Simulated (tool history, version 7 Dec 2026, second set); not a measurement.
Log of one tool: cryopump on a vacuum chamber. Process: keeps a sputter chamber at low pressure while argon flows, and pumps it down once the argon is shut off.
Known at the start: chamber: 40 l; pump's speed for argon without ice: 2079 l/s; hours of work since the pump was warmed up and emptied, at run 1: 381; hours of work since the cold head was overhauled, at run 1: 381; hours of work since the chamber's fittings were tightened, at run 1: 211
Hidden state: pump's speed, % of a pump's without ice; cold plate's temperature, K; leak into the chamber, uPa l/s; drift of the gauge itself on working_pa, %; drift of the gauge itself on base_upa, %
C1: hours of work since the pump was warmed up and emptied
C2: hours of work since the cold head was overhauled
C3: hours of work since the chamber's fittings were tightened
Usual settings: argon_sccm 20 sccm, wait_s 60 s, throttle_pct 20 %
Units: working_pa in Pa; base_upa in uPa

Run 1, hour 0.0: usual settings; C1 381; C2 381; C3 211. Result: working_pa 0.0848 Pa, base_upa 0.77 uPa.
Run 2, hour 18.4: usual settings; C1 389; C2 389; C3 219. Result: working_pa 0.0844 Pa, base_upa 0.70 uPa.
Run 3, hour 38.5: usual settings but throttle_pct 30 %; C1 398; C2 398; C3 228. Result: working_pa 0.0575 Pa, base_upa 0.74 uPa.
Run 4, hour 53.5: usual settings; C1 404; C2 404; C3 234. Result: working_pa 0.0849 Pa, base_upa 0.71 uPa.
Run 5, hour 70.7: usual settings but argon_sccm 15 sccm; C1 411; C2 411; C3 242. Result: working_pa 0.0624 Pa, base_upa 0.71 uPa.
Run 6, hour 95.0: usual settings but throttle_pct 36 %; C1 422; C2 422; C3 252. Result: working_pa 0.0476 Pa, base_upa 0.76 uPa.
Run 7, hour 118.6: usual settings but argon_sccm 12 sccm; C1 432; C2 432; C3 262. Result: working_pa 0.0514 Pa, base_upa 0.71 uPa.
Run 8, hour 133.9: usual settings; C1 439; C2 439; C3 269. Result: working_pa 0.0841 Pa, base_upa 0.74 uPa.
Run 9, hour 148.8: usual settings but throttle_pct 37 %; C1 445; C2 445; C3 276. Result: working_pa 0.0478 Pa, base_upa 0.76 uPa.
Run 10, hour 168.8: usual settings but throttle_pct 37 %; C1 454; C2 454; C3 284. Result: working_pa 0.0483 Pa, base_upa 0.81 uPa.
Run 11, hour 189.6: usual settings but throttle_pct 37 %; C1 463; C2 463; C3 293. Result: working_pa 0.0480 Pa, base_upa 0.75 uPa.
Run 12, hour 203.3: usual settings but throttle_pct 37 %; C1 469; C2 469; C3 299. Result: working_pa 0.0480 Pa, base_upa 0.77 uPa.
Run 13, hour 229.1: usual settings but throttle_pct 37 %; C1 480; C2 480; C3 310. Result: working_pa 0.0479 Pa, base_upa 0.76 uPa.
Run 14, hour 249.3: usual settings but throttle_pct 37 %; C1 489; C2 489; C3 319. Result: working_pa 0.0485 Pa, base_upa 0.77 uPa.
Run 15, hour 276.8: usual settings but argon_sccm 8 sccm; C1 501; C2 501; C3 331. Result: working_pa 0.0346 Pa, base_upa 0.82 uPa.
Run 16, hour 300.6: usual settings but argon_sccm 8 sccm; C1 511; C2 511; C3 341. Result: working_pa 0.0350 Pa, base_upa 0.79 uPa.
Run 17, hour 321.3: usual settings but argon_sccm 8 sccm; C1 520; C2 520; C3 350. Result: working_pa 0.0346 Pa, base_upa 0.80 uPa.
Run 18, hour 332.7: usual settings but argon_sccm 8 sccm, throttle_pct 31 %; C1 525; C2 525; C3 355. Result: working_pa 0.0226 Pa, base_upa 0.81 uPa.
Run 19, hour 351.0: usual settings but argon_sccm 22 sccm, wait_s 43 s; C1 533; C2 533; C3 363. Result: working_pa 0.0946 Pa, base_upa 0.99 uPa.
Run 20, hour 368.6: usual settings but argon_sccm 29 sccm, wait_s 162 s; C1 540; C2 540; C3 371. Result: working_pa 0.1243 Pa, base_upa 0.53 uPa.
Run 21, hour 384.1: usual settings but argon_sccm 29 sccm, wait_s 162 s; C1 547; C2 547; C3 377. Result: working_pa 0.1248 Pa, base_upa 0.51 uPa.
Run 22, hour 410.1: usual settings but argon_sccm 22 sccm, wait_s 283 s, throttle_pct 15 %; C1 558; C2 558; C3 389. Result: working_pa 0.1257 Pa, base_upa 0.43 uPa.
Run 23, hour 426.3: usual settings but wait_s 119 s, throttle_pct 30 %; C1 565; C2 565; C3 395. Result: working_pa 0.0599 Pa, base_upa 0.62 uPa.
Run 24, hour 453.2: usual settings but argon_sccm 27 sccm; C1 577; C2 577; C3 407. Result: working_pa 0.1165 Pa, base_upa 0.80 uPa.
Run 25, hour 471.5: usual settings but wait_s 201 s, throttle_pct 42 %; C1 585; C2 585; C3 415. Result: working_pa 0.0438 Pa, base_upa 0.53 uPa.
Run 26, hour 492.4: usual settings but argon_sccm 37 sccm, wait_s 231 s; C1 594; C2 594; C3 424. Result: working_pa 0.1600 Pa, base_upa 0.50 uPa.
Run 27, hour 516.4: usual settings but argon_sccm 40 sccm; C1 604; C2 604; C3 434. Result: working_pa 0.1727 Pa, base_upa 0.86 uPa.
Run 28, hour 542.8: usual settings but argon_sccm 8 sccm, wait_s 27 s, throttle_pct 49 %; C1 616; C2 616; C3 446. Result: working_pa 0.0148 Pa, base_upa 1.35 uPa.
Run 29, hour 560.5: usual settings but argon_sccm 16 sccm, wait_s 135 s, throttle_pct 37 %; C1 623; C2 623; C3 454. Result: working_pa 0.0388 Pa, base_upa 0.58 uPa.
Run 30, hour 581.5: usual settings but argon_sccm 39 sccm, wait_s 26 s, throttle_pct 52 %; C1 632; C2 632; C3 463. Result: working_pa 0.0719 Pa, base_upa 1.44 uPa.
Run 31, hour 599.1: usual settings but argon_sccm 39 sccm, wait_s 26 s, throttle_pct 52 %; C1 640; C2 640; C3 470. Result: working_pa 0.0729 Pa, base_upa 1.48 uPa.
Run 32, hour 615.3: usual settings but argon_sccm 39 sccm, wait_s 26 s, throttle_pct 52 %; C1 647; C2 647; C3 477. Result: working_pa 0.0723 Pa, base_upa 1.44 uPa.
Run 33, hour 639.6: usual settings but argon_sccm 15 sccm, wait_s 242 s, throttle_pct 56 %; C1 657; C2 657; C3 488. Result: working_pa 0.0259 Pa, base_upa 0.54 uPa.
Run 34, hour 661.1: usual settings but argon_sccm 8 sccm, wait_s 216 s; C1 667; C2 667; C3 497. Result: working_pa 0.0342 Pa, base_upa 0.57 uPa.
Run 35, hour 682.9: usual settings but wait_s 191 s, throttle_pct 19 %; C1 676; C2 676; C3 506. Result: working_pa 0.0913 Pa, base_upa 0.59 uPa.

Some steps in working_pa between neighbouring runs. How much of each would the tool show without its hidden state too (settings, what came in, random variation), and how much is left for the hidden state, with any gauge scatter that isn't in both results?
Run 24 -> 25: argon_sccm 27 -> 20, wait_s 60 -> 201, throttle_pct 20 -> 42. working_pa -0.0727 Pa: hidden state -0.0018, all else -0.0709.
Run 25 -> 26: argon_sccm 20 -> 37, wait_s 201 -> 231, throttle_pct 42 -> 20. working_pa +0.1162 Pa: hidden state +0.0047, all else +0.1115.
Run 27 -> 28: argon_sccm 40 -> 8, wait_s 60 -> 27, throttle_pct 20 -> 49. working_pa -0.1579 Pa: hidden state -0.0088, all else -0.1491.
Run 29 -> 30: argon_sccm 16 -> 39, wait_s 135 -> 26, throttle_pct 37 -> 52. working_pa +0.0331 Pa: hidden state +0.0069, all else +0.0262.
Run 32 -> 33: argon_sccm 39 -> 15, wait_s 26 -> 242, throttle_pct 52 -> 56. working_pa -0.0464 Pa: hidden state -0.0073, all else -0.0391.
